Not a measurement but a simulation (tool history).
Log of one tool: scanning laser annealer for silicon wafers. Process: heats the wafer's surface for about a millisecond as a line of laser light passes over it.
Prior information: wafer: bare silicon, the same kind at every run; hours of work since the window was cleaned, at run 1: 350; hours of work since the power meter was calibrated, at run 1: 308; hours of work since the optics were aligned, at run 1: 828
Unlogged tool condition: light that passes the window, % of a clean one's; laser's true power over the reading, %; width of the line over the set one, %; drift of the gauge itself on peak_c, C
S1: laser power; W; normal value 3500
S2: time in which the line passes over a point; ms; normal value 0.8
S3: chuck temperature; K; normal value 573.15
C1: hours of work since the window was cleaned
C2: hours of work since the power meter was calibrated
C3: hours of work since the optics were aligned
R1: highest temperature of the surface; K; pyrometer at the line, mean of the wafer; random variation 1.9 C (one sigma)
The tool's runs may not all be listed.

Run 1, hour 0: usual settings; C1 350; C2 308; C3 828. Result: R1 1384.15 K.
Run 2, hour 8.5: usual settings; C1 357; C2 315; C3 834. Result: R1 1384.15 K.
Run 3, hour 15.1: usual settings; C1 361; C2 320; C3 839. Result: R1 1386.15 K.
Run 4, hour 23.5: usual settings; C1 368; C2 326; C3 845. Result: R1 1386.15 K.
Run 5, hour 34.9: usual settings; C1 376; C2 334; C3 854. Result: R1 1384.15 K.
Run 6, hour 46.8: usual settings; C1 385; C2 343; C3 863. Result: R1 1385.15 K.
Run 7, hour 55.9: usual settings; C1 392; C2 350; C3 870. Result: R1 1387.15 K.
Run 8, hour 68.1: usual settings but S2 0.624 ms; C1 401; C2 359; C3 879. Result: R1 1282.15 K.
Run 9, hour 74.3: usual settings but S2 0.624 ms; C1 406; C2 364; C3 883. Result: R1 1284.15 K.
Run 10, hour 87.5: usual settings but S1 3087 W; C1 415; C2 374; C3 893. Result: R1 1294.15 K.
Run 11, hour 97.5: usual settings but S1 3341 W, S2 0.698 ms; C1 423; C2 381; C3 901. Result: R1 1298.15 K.
Run 12, hour 104.3: usual settings but S2 0.733 ms; C1 428; C2 386; C3 906. Result: R1 1348.15 K.
Run 13, hour 110.5: usual settings but S1 3645 W, S3 597.15 K; C1 433; C2 391; C3 910. Result: R1 1440.15 K.
Run 14, hour 118.4: usual settings but S1 3645 W, S3 597.15 K; C1 438; C2 397; C3 916. Result: R1 1440.15 K.
Run 15, hour 126.6: usual settings but S1 3653 W, S2 0.689 ms, S3 554.15 K; C1 445; C2 403; C3 922. Result: R1 1336.15 K.
Run 16, hour 137.1: usual settings but S1 3840 W, S2 0.713 ms, S3 554.15 K; C1 452; C2 411; C3 930. Result: R1 1384.15 K.
Run 17, hour 143.1: usual settings but S1 3745 W, S2 0.713 ms, S3 544.15 K; C1 457; C2 415; C3 935. Result: R1 1356.15 K.

Estimate the outcome of run 18 from the log above:
Run 18, hour 150.4: usual settings but S1 3691 W, S2 0.575 ms, S3 540.15 K; C1 462; C2 420; C3 940. Result: R1 ?.

R1: 1254.15 K
Were there no unlogged condition in the tool, this run, its random variation unchanged, would have produced R1 1255.15 K.
